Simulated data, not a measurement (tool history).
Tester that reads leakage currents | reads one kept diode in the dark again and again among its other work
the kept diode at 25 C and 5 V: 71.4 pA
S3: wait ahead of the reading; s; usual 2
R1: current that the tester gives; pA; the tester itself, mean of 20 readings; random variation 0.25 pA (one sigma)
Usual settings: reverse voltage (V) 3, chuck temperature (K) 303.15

{"run": 1, "hour": 0.0, "reverse voltage (V)": 3, "chuck temperature (K)": 303.15, "S3": 2, "R1": 82.79}
{"run": 2, "hour": 31.1, "reverse voltage (V)": 3, "chuck temperature (K)": 303.15, "S3": 2, "R1": 82.99}
{"run": 3, "hour": 62.9, "reverse voltage (V)": 3, "chuck temperature (K)": 303.15, "S3": 2, "R1": 83.06}
{"run": 4, "hour": 91.0, "reverse voltage (V)": 3, "chuck temperature (K)": 303.15, "S3": 2, "R1": 82.95}
{"run": 5, "hour": 125.4, "reverse voltage (V)": 3, "chuck temperature (K)": 303.15, "S3": 2, "R1": 83.31}
{"run": 6, "hour": 142.4, "reverse voltage (V)": 3, "chuck temperature (K)": 303.15, "S3": 2, "R1": 83.27}
{"run": 7, "hour": 166.5, "reverse voltage (V)": 3, "chuck temperature (K)": 303.15, "S3": 2, "R1": 83.01}
{"run": 8, "hour": 207.1, "reverse voltage (V)": 6.81, "chuck temperature (K)": 306.15, "S3": 4.63, "R1": 146.04}
{"run": 9, "hour": 225.0, "reverse voltage (V)": 2.51, "chuck temperature (K)": 306.15, "S3": 4.63, "R1": 93.71}
{"run": 10, "hour": 248.8, "reverse voltage (V)": 3, "chuck temperature (K)": 299.15, "S3": 2, "R1": 62.77}
{"run": 11, "hour": 267.8, "reverse voltage (V)": 5.99, "chuck temperature (K)": 315.15, "S3": 6.57, "R1": 247.35}

Forecast each of these 5 alternatives for the next run:
{"run": "A", "hour": 288.5, "reverse voltage (V)": 5.99, "chuck temperature (K)": 315.15, "S3": 1.2, "R1": "?"}
{"run": "B", "hour": 288.5, "reverse voltage (V)": 18.23, "chuck temperature (K)": 319.15, "S3": 6.57, "R1": "?"}
{"run": "C", "hour": 288.5, "reverse voltage (V)": 1.48, "chuck temperature (K)": 328.15, "S3": 1.84, "R1": "?"}
{"run": "D", "hour": 288.5, "reverse voltage (V)": 2.37, "chuck temperature (K)": 298.15, "S3": 2.14, "R1": "?"}
{"run": "E", "hour": 288.5, "reverse voltage (V)": 4.85, "chuck temperature (K)": 294.15, "S3": 0.94, "R1": "?"}

run=A R1=248.56
run=B R1=520.92
run=C R1=301.48
run=D R1=52.7
run=E R1=55.86
Without the tool's hidden state the same runs would have given:
run=A R1=250.39
run=B R1=518.87
run=C R1=308.69
run=D R1=52.19
run=E R1=53.06
